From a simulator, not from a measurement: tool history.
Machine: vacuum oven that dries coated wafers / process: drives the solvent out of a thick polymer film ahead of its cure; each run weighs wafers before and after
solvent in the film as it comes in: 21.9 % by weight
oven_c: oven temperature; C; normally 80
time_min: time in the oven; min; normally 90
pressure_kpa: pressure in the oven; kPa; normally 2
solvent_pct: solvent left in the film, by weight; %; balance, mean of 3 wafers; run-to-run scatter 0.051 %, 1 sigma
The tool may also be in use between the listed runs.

Run 1, hour 0: usual settings. Result: solvent_pct 1.35 %.
Run 2, hour 39.1: usual settings. Result: solvent_pct 1.33 %.
Run 3, hour 73: usual settings but oven_c 86 C. Result: solvent_pct 0.64 %.
Run 4, hour 109.5: usual settings but oven_c 87 C. Result: solvent_pct 0.56 %.
Run 5, hour 159.2: usual settings but oven_c 87 C. Result: solvent_pct 0.54 %.
Run 6, hour 190.5: usual settings but oven_c 87 C, pressure_kpa 2.63 kPa. Result: solvent_pct 0.67 %.
Run 7, hour 225.4: usual settings but oven_c 87 C, pressure_kpa 2.63 kPa. Result: solvent_pct 0.64 %.
Run 8, hour 254.2: usual settings but oven_c 87 C, pressure_kpa 2.63 kPa. Result: solvent_pct 0.7 %.
Run 9, hour 311.4: usual settings but oven_c 82 C, pressure_kpa 1.56 kPa. Result: solvent_pct 0.97 %.
Run 10, hour 336.3: usual settings but oven_c 67 C, time_min 66 min, pressure_kpa 1.2 kPa. Result: solvent_pct 8.12 %.
Run 11, hour 378.3: usual settings but oven_c 67 C, time_min 66 min, pressure_kpa 1.2 kPa. Result: solvent_pct 8.07 %.
Run 12, hour 415.1: usual settings but oven_c 87 C, time_min 113 min. Result: solvent_pct 0.5 %.
Run 13, hour 460.3: usual settings but time_min 65 min, pressure_kpa 4.55 kPa. Result: solvent_pct 3.14 %.
Run 14, hour 514.6: usual settings but time_min 65 min, pressure_kpa 4.55 kPa. Result: solvent_pct 3.09 %.
Run 15, hour 547.2: usual settings but time_min 106 min, pressure_kpa 1.89 kPa. Result: solvent_pct 1.13 %.

For some of the steps in solvent_pct from one run to the next: how much would appear even if the tool had no hidden state, given the settings, what came in and random variation, and how much remains for the hidden state plus any gauge scatter that the measured result and the result without hidden state don't share?
The tool's hidden condition here consists of: true wafer temperature over the reading, C; true pressure over the reading, kPa; drift of the gauge itself on solvent_pct, %.
Run 11 -> 12: oven_c 67 -> 87, time_min 66 -> 113, pressure_kpa 1.2 -> 2. solvent_pct -7.57 %: hidden state -0.24, all else -7.33.
